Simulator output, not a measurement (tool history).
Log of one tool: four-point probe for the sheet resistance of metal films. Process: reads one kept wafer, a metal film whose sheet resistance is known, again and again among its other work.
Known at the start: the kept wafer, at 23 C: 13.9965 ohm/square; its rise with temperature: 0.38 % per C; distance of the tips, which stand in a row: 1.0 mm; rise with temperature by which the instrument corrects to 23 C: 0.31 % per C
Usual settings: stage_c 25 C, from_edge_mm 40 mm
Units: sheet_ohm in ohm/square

Run 1, day 0: usual settings. Result: sheet_ohm 13.934669 ohm/square.
Run 2, day 0.946: usual settings but from_edge_mm 30 mm. Result: sheet_ohm 13.937314 ohm/square.
Run 3, day 2: usual settings but from_edge_mm 68 mm. Result: sheet_ohm 13.920308 ohm/square.
Run 4, day 2.458: usual settings. Result: sheet_ohm 13.926772 ohm/square.
Run 5, day 3.104: usual settings. Result: sheet_ohm 13.922419 ohm/square.
Run 6, day 3.55: usual settings. Result: sheet_ohm 13.91679 ohm/square.
Run 7, day 4.042: usual settings. Result: sheet_ohm 13.921634 ohm/square.
Run 8, day 5.038: usual settings but from_edge_mm 6 mm. Result: sheet_ohm 14.119196 ohm/square.
Run 9, day 6.104: usual settings but stage_c 33 C, from_edge_mm 12 mm. Result: sheet_ohm 14.029659 ohm/square.
Run 10, day 6.792: usual settings but stage_c 19 C, from_edge_mm 6 mm. Result: sheet_ohm 14.06038 ohm/square.
Run 11, day 7.321: usual settings but stage_c 19 C, from_edge_mm 6 mm. Result: sheet_ohm 14.0527 ohm/square.
Run 12, day 8.225: usual settings but stage_c 19 C, from_edge_mm 3 mm. Result: sheet_ohm 14.627718 ohm/square.
Run 13, day 8.771: usual settings but from_edge_mm 17 mm. Result: sheet_ohm 13.924609 ohm/square.
Run 14, day 9.338: usual settings but from_edge_mm 17 mm. Result: sheet_ohm 13.920753 ohm/square.
Run 15, day 9.946: usual settings but stage_c 21 C, from_edge_mm 4 mm. Result: sheet_ohm 14.309183 ohm/square.
Run 16, day 10.508: usual settings but stage_c 21 C, from_edge_mm 4 mm. Result: sheet_ohm 14.308734 ohm/square.

Forecast each of these 5 alternatives for the next run:
Run A, day 11.408: usual settings but stage_c 20 C, from_edge_mm 3 mm. Result: sheet_ohm ?.
Run B, day 11.408: usual settings but stage_c 30 C, from_edge_mm 12 mm. Result: sheet_ohm ?.
Run C, day 11.408: usual settings but stage_c 24 C, from_edge_mm 22 mm. Result: sheet_ohm ?.
Run D, day 11.408: usual settings but stage_c 29 C, from_edge_mm 3 mm. Result: sheet_ohm ?.
Run E, day 11.408: usual settings but stage_c 33 C. Result: sheet_ohm ?.

run  sheet_ohm
  A  14.619453
  B  13.984069
  C  13.892725
  D  14.708382
  E   13.96246
Without the tool's hidden state the same runs would have given:
run  sheet_ohm
  A  14.752533
  B  14.112065
  C  14.019834
  D  14.842396
  E  14.090329
